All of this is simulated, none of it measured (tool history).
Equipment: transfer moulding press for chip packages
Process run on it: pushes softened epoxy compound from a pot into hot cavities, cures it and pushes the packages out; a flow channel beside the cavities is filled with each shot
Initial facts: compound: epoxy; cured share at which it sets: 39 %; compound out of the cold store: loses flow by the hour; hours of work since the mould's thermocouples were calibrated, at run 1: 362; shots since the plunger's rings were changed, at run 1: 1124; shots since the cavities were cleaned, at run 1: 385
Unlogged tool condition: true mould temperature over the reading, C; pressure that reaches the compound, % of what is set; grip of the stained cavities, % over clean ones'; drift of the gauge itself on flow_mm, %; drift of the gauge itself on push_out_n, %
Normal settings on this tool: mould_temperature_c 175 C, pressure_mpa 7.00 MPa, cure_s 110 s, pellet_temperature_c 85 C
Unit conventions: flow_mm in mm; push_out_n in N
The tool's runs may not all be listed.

run,hour,mould_temperature_c,pressure_mpa,cure_s,pellet_temperature_c,hours of work since the mould's thermocouples were calibrated,shots since the plunger's rings were changed,shots since the cavities were cleaned,incoming compound's hours out of the cold store,flow_mm,push_out_n
1,0.0,175,7.00,110,85,362,1124,385,34.3,826,733
2,17.6,175,7.00,137,85,375,1343,604,22.7,867,660
# hour 30.4: cavities cleaned with cleaning compound and waxed
3,31.1,179,7.00,110,85,383,1492,9,11.1,885,379
4,52.0,179,7.00,110,85,398,1751,268,33.3,792,571
5,71.3,179,7.00,110,85,412,1991,508,19.8,850,682
6,87.6,175,7.00,110,85,424,2193,710,12.6,893,900
# hour 92.4: cavities cleaned with cleaning compound and waxed
7,118.5,175,7.00,110,85,445,2558,324,32.7,804,716
8,135.8,175,7.00,110,85,457,2772,538,31.6,825,810
# hour 154.3: cavities cleaned with cleaning compound and waxed
9,163.7,175,7.00,110,90,476,3100,116,12.8,892,617
10,192.5,175,7.00,110,90,496,3458,474,31.1,810,807
# hour 199.5: plunger's sealing rings changed
11,214.8,175,7.00,110,85,511,190,719,13.6,927,896
# hour 218.8: cavities cleaned with cleaning compound and waxed
12,245.6,175,7.00,137,85,531,553,332,9.6,948,590
13,264.9,175,7.00,145,85,545,793,572,21.7,888,636
# hour 280.0: cavities cleaned with cleaning compound and waxed
14,285.1,173,7.00,110,85,559,1026,64,32.7,850,579
15,306.2,175,7.45,94,85,574,1288,326,34.8,855,964
16,321.3,175,7.45,94,85,584,1475,513,10.3,947,1267
17,335.3,175,7.98,103,85,594,1648,686,36.8,863,949
# hour 342.3: cavities cleaned with cleaning compound and waxed
18,365.5,175,7.98,103,85,615,2005,289,40.5,834,757
19,382.0,167,7.98,93,85,627,2209,493,47.3,858,1931
20,398.5,182,7.64,110,83,638,2414,698,39.5,790,669
# hour 403.5: cavities cleaned with cleaning compound and waxed
21,418.0,182,7.64,110,83,651,2637,179,14.5,892,479
22,441.0,173,7.64,127,83,668,2923,465,14.7,940,736
23,462.4,175,8.50,102,85,683,3189,731,36.4,868,971
# hour 466.1: cavities cleaned with cleaning compound and waxed
# hour 492.4: plunger's sealing rings changed
24,492.4,175,8.50,102,85,701,0,295,10.5,1042,877
25,517.0,175,7.00,117,85,719,305,600,38.2,824,765
# hour 531.3: cavities cleaned with cleaning compound and waxed
# hour 539.3: mould's thermocouples calibrated
26,547.5,175,7.00,102,85,6,640,176,33.8,835,662
27,565.2,176,6.00,142,94,18,860,396,15.0,840,575
28,580.9,176,5.47,127,88,30,1055,591,39.3,697,636

4 options for the next run, each taken on its own from the tool as it stands now. Forecast them:
# hour 595.0: cavities cleaned with cleaning compound and waxed
A,610.6,176,7.29,113,92,50,1404,193,30.0,?,?
# hour 595.0: cavities cleaned with cleaning compound and waxed
B,610.6,179,7.00,121,93,50,1404,193,18.9,?,?
# hour 595.0: cavities cleaned with cleaning compound and waxed
C,610.6,176,6.48,110,94,50,1404,193,17.9,?,?
# hour 595.0: cavities cleaned with cleaning compound and waxed
D,610.6,175,7.33,110,85,50,1404,193,31.5,?,?

run,flow_mm,push_out_n
A,842,543
B,864,484
C,855,604
D,857,599
Without the tool's unlogged condition, the same runs would have read:
run,flow_mm,push_out_n
A,861,364
B,884,329
C,875,405
D,877,402
